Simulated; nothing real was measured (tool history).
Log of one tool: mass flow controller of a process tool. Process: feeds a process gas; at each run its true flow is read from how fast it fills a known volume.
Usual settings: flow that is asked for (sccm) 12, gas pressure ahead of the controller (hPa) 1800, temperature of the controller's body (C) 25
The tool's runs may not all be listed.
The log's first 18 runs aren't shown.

run,hour,flow that is asked for (sccm),gas pressure ahead of the controller (hPa),temperature of the controller's body (C),hours of work since the controller was set to zero,hours of work since the controller was changed,true flow (%)
19,6777.6,12,1800,24,5210,5210,97.87
20,7064.5,12,1800,25,5429,5429,97.80
21,7346.8,12,1800,23,5645,5645,97.54
22,7632.2,12,1800,34,5863,5863,97.78
23,8104.5,12,2140,25,6224,6224,97.34
24,8324.1,12,2140,25,6392,6392,97.12
25,8690.6,12,1710,25,6672,6672,97.38
26,9113.2,12,2270,25,6995,6995,96.82

Run 27 comes next. What will it give?
27,9581.0,12,1460,36,7353,7353,?

{"run 27": {"true flow (%)": 97.66}}
Without the tool's hidden state the same run would have given true flow (%) 100.63.

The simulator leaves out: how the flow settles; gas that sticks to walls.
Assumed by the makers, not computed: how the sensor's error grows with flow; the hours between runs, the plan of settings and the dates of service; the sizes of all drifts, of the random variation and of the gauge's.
